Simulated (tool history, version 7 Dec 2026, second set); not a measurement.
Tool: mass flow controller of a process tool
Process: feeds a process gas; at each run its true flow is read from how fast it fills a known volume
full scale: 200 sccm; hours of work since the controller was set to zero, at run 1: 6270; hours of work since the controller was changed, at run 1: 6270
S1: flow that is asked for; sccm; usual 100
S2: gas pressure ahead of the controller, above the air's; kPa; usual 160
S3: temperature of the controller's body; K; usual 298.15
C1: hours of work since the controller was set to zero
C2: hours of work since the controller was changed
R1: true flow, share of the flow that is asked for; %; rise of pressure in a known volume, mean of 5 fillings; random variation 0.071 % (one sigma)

{"run": 1, "hour": 0.0, "S1": 100, "S2": 160, "S3": 298.15, "C1": 6270, "C2": 6270, "R1": 101.47}
{"run": 2, "hour": 69.2, "S1": 100, "S2": 160, "S3": 298.15, "C1": 6316, "C2": 6316, "R1": 101.4}
{"run": 3, "hour": 148.0, "S1": 100, "S2": 160, "S3": 298.15, "C1": 6369, "C2": 6369, "R1": 101.37}
{"run": 4, "hour": 230.6, "S1": 23, "S2": 160, "S3": 298.15, "C1": 6424, "C2": 6424, "R1": 92.72}
{"run": 5, "hour": 309.9, "S1": 100, "S2": 160, "S3": 305.15, "C1": 6476, "C2": 6476, "R1": 101.39}
{"run": 6, "hour": 376.5, "S1": 100, "S2": 160, "S3": 305.15, "C1": 6521, "C2": 6521, "R1": 101.34}
{"hour": 395.0, "done": "controller exchanged for a calibrated one"}
{"run": 7, "hour": 472.3, "S1": 100, "S2": 160, "S3": 305.15, "C1": 52, "C2": 52, "R1": 99.67}
{"run": 8, "hour": 548.6, "S1": 100, "S2": 160, "S3": 305.15, "C1": 102, "C2": 102, "R1": 99.58}
{"run": 9, "hour": 627.6, "S1": 100, "S2": 160, "S3": 305.15, "C1": 155, "C2": 155, "R1": 99.59}
{"run": 10, "hour": 676.1, "S1": 100, "S2": 160, "S3": 301.15, "C1": 187, "C2": 187, "R1": 99.84}
{"run": 11, "hour": 781.4, "S1": 100, "S2": 160, "S3": 298.15, "C1": 258, "C2": 258, "R1": 99.83}
{"run": 12, "hour": 844.8, "S1": 100, "S2": 160, "S3": 298.15, "C1": 300, "C2": 300, "R1": 99.85}
{"run": 13, "hour": 896.1, "S1": 100, "S2": 160, "S3": 298.15, "C1": 334, "C2": 334, "R1": 99.8}
{"run": 14, "hour": 947.9, "S1": 100, "S2": 160, "S3": 298.15, "C1": 369, "C2": 369, "R1": 99.92}
{"run": 15, "hour": 1056.5, "S1": 100, "S2": 240, "S3": 298.15, "C1": 441, "C2": 441, "R1": 99.75}
{"run": 16, "hour": 1123.1, "S1": 100, "S2": 240, "S3": 298.15, "C1": 486, "C2": 486, "R1": 99.68}
{"run": 17, "hour": 1195.8, "S1": 100, "S2": 160, "S3": 298.15, "C1": 534, "C2": 534, "R1": 99.92}
{"run": 18, "hour": 1251.4, "S1": 100, "S2": 160, "S3": 298.15, "C1": 571, "C2": 571, "R1": 99.76}
{"run": 19, "hour": 1346.7, "S1": 22, "S2": 160, "S3": 298.15, "C1": 635, "C2": 635, "R1": 98.69}
{"run": 20, "hour": 1393.0, "S1": 100, "S2": 160, "S3": 298.15, "C1": 666, "C2": 666, "R1": 99.84}
{"run": 21, "hour": 1459.9, "S1": 100, "S2": 160, "S3": 298.15, "C1": 710, "C2": 710, "R1": 99.96}
{"run": 22, "hour": 1512.2, "S1": 54, "S2": 160, "S3": 298.15, "C1": 745, "C2": 745, "R1": 99.57}
{"run": 23, "hour": 1581.7, "S1": 100, "S2": 160, "S3": 298.15, "C1": 791, "C2": 791, "R1": 100.02}
{"run": 24, "hour": 1673.6, "S1": 100, "S2": 160, "S3": 298.15, "C1": 853, "C2": 853, "R1": 100.06}
{"run": 25, "hour": 1770.2, "S1": 100, "S2": 160, "S3": 298.15, "C1": 917, "C2": 917, "R1": 100.07}
{"run": 26, "hour": 1822.9, "S1": 40, "S2": 160, "S3": 302.15, "C1": 952, "C2": 952, "R1": 99.25}
{"run": 27, "hour": 1910.8, "S1": 90, "S2": 177, "S3": 296.15, "C1": 1011, "C2": 1011, "R1": 100.11}
{"run": 28, "hour": 1998.8, "S1": 73, "S2": 177, "S3": 295.15, "C1": 1070, "C2": 1070, "R1": 99.89}
{"run": 29, "hour": 2071.0, "S1": 73, "S2": 225, "S3": 295.15, "C1": 1118, "C2": 1118, "R1": 99.9}
{"run": 30, "hour": 2156.1, "S1": 73, "S2": 225, "S3": 295.15, "C1": 1174, "C2": 1174, "R1": 99.8}
{"run": 31, "hour": 2205.4, "S1": 73, "S2": 225, "S3": 295.15, "C1": 1207, "C2": 1207, "R1": 99.86}
{"run": 32, "hour": 2263.1, "S1": 73, "S2": 225, "S3": 295.15, "C1": 1246, "C2": 1246, "R1": 99.95}
{"run": 33, "hour": 2352.6, "S1": 73, "S2": 225, "S3": 295.15, "C1": 1305, "C2": 1305, "R1": 99.89}
{"run": 34, "hour": 2443.9, "S1": 73, "S2": 225, "S3": 295.15, "C1": 1366, "C2": 1366, "R1": 99.79}
{"run": 35, "hour": 2507.9, "S1": 73, "S2": 225, "S3": 295.15, "C1": 1409, "C2": 1409, "R1": 99.9}
{"run": 36, "hour": 2574.5, "S1": 38, "S2": 170, "S3": 295.15, "C1": 1453, "C2": 1453, "R1": 99.03}
{"run": 37, "hour": 2685.5, "S1": 82, "S2": 160, "S3": 307.15, "C1": 1527, "C2": 1527, "R1": 99.88}
{"run": 38, "hour": 2784.4, "S1": 82, "S2": 160, "S3": 307.15, "C1": 1593, "C2": 1593, "R1": 99.82}
{"run": 39, "hour": 2871.0, "S1": 133, "S2": 145, "S3": 298.15, "C1": 1651, "C2": 1651, "R1": 100.52}
{"run": 40, "hour": 2962.2, "S1": 20, "S2": 160, "S3": 298.15, "C1": 1712, "C2": 1712, "R1": 97.31}
{"run": 41, "hour": 3042.5, "S1": 93, "S2": 160, "S3": 299.15, "C1": 1765, "C2": 1765, "R1": 100.21}
{"run": 42, "hour": 3092.3, "S1": 93, "S2": 160, "S3": 299.15, "C1": 1799, "C2": 1799, "R1": 100.4}
{"run": 43, "hour": 3138.8, "S1": 54, "S2": 160, "S3": 306.15, "C1": 1830, "C2": 1830, "R1": 99.31}
{"run": 44, "hour": 3219.7, "S1": 174, "S2": 200, "S3": 302.15, "C1": 1884, "C2": 1884, "R1": 100.71}
{"run": 45, "hour": 3287.7, "S1": 174, "S2": 200, "S3": 302.15, "C1": 1929, "C2": 1929, "R1": 100.67}
{"run": 46, "hour": 3356.6, "S1": 31, "S2": 146, "S3": 310.15, "C1": 1975, "C2": 1975, "R1": 98.1}
{"run": 47, "hour": 3447.4, "S1": 31, "S2": 146, "S3": 310.15, "C1": 2035, "C2": 2035, "R1": 97.86}

3 ways to go on from here, each from the tool as it stands after run 47. What would each give?
{"run": "A", "hour": 3531.7, "S1": 21, "S2": 160, "S3": 298.15, "C1": 2092, "C2": 2092, "R1": "?"}
{"run": "B", "hour": 3531.7, "S1": 109, "S2": 214, "S3": 310.15, "C1": 2092, "C2": 2092, "R1": "?"}
{"run": "C", "hour": 3531.7, "S1": 31, "S2": 177, "S3": 297.15, "C1": 2092, "C2": 2092, "R1": "?"}

run=A R1=96.90
run=B R1=99.90
run=C R1=98.41
Without the tool's hidden state the same runs would have given:
run=A R1=99.69
run=B R1=99.30
run=C R1=99.85
